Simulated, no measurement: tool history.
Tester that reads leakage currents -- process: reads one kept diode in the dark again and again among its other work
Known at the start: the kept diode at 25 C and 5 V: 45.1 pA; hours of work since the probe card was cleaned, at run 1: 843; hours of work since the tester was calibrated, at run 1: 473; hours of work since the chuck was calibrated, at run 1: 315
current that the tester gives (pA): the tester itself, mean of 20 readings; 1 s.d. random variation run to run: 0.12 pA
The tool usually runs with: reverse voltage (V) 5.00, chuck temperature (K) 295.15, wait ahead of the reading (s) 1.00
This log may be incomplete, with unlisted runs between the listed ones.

run	hour	reverse voltage (V)	chuck temperature (K)	wait ahead of the reading (s)	hours of work since the probe card was cleaned	hours of work since the tester was calibrated	hours of work since the chuck was calibrated	current that the tester gives (pA)
1	0.0	5.00	295.15	1.00	843	473	315	38.16
2	169.7	5.00	305.15	1.00	936	566	408	77.68
3	345.1	5.00	295.15	1.00	1032	662	504	38.10
4	534.7	5.00	295.15	1.00	1136	766	608	38.43
5	691.4	5.00	295.15	1.00	1222	852	694	38.38
6	824.6	5.00	295.15	1.00	1295	925	767	38.57
7	1055.9	5.00	295.15	1.00	1422	1052	894	38.54
8	1215.5	5.00	295.15	1.00	1510	1140	982	38.42
9	1390.1	5.00	295.15	1.00	1606	1235	1077	38.82
# hour 1406.8: probe card cleaned and baked
10	1513.1	5.00	295.15	1.00	58	1301	1143	41.10
11	1624.4	5.00	295.15	1.00	119	1362	1204	40.97
12	1802.6	5.00	295.15	0.53	217	1460	1302	41.68
13	1970.8	5.00	295.15	0.53	309	1552	1394	41.91
# hour 2093.3: chuck's temperature calibrated
# hour 2109.0: probe card cleaned and baked, once more
14	2148.2	1.35	295.15	1.38	22	1647	28	22.93
15	2328.9	3.09	308.15	1.96	121	1746	128	80.37
16	2477.3	11.81	312.15	2.82	202	1828	209	171.53

Run 17 is up next; what results do you expect?
17	2574.0	5.00	322.15	1.00	255	1881	262	?

{"run 17": {"current that the tester gives (pA)": 250.51}}
Take away the tool's hidden state, keep the run-to-run variation as it was, and the same run would have given current that the tester gives (pA) 253.94.
